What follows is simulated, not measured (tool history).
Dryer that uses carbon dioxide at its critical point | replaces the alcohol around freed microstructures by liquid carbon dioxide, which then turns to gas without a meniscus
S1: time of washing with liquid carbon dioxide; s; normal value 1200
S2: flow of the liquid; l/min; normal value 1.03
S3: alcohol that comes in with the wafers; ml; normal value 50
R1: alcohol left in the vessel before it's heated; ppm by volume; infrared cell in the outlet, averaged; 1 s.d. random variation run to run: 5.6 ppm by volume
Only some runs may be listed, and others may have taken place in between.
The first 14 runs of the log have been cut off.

| run | hour | S1 | S2 | S3 | R1 |
|---|---|---|---|---|---|
| 15 | 375.3 | 1200 | 0.73 | 50 | 787 |
| 16 | 396 | 1200 | 1.03 | 50 | 258 |
| 17 | 416.7 | 1200 | 1.03 | 50 | 272 |
| 18 | 446.8 | 1200 | 1.03 | 50 | 262 |
| 19 | 471.7 | 1200 | 1.03 | 50 | 279 |
| 20 | 494 | 1200 | 1.03 | 50 | 268 |
| 21 | 529.1 | 1200 | 1.03 | 47 | 262 |
| 22 | 545.8 | 1200 | 1.03 | 90 | 482 |
| 23 | 581.2 | 1200 | 1.03 | 114 | 585 |
| 24 | 614.4 | 1200 | 1.03 | 114 | 600 |
| 25 | 647.4 | 1200 | 1.03 | 114 | 604 |
| 26 | 663.8 | 1260 | 0.82 | 50 | 536 |
| 27 | 679.2 | 1260 | 0.82 | 50 | 554 |
| 28 | 709.8 | 1260 | 0.77 | 27 | 381 |
| 29 | 742.4 | 1260 | 0.77 | 27 | 389 |
| 30 | 760.9 | 1260 | 1.14 | 27 | 140 |
| 31 | 777.3 | 1260 | 1.14 | 27 | 131 |
| 32 | 811.2 | 1260 | 1.14 | 27 | 130 |
| 33 | 840.9 | 1680 | 1.14 | 27 | 79 |
| 34 | 869.4 | 1200 | 1.68 | 50 | 95 |
| 35 | 907.4 | 1200 | 0.94 | 50 | 459 |
| 36 | 928.7 | 1200 | 0.88 | 114 | 1144 |
| 37 | 955.6 | 1200 | 0.88 | 80 | 842 |
| 38 | 981.2 | 1200 | 0.88 | 80 | 828 |
| 39 | 1019 | 1200 | 0.88 | 80 | 883 |

Expected results for the next run?
| 40 | 1052.9 | 1020 | 1.03 | 85 | ? |

Logged for run 40: R1 916 ppm by volume.
Take away the tool's hidden state, keep the run-to-run variation as it was, and the same run would have given R1 517 ppm by volume.
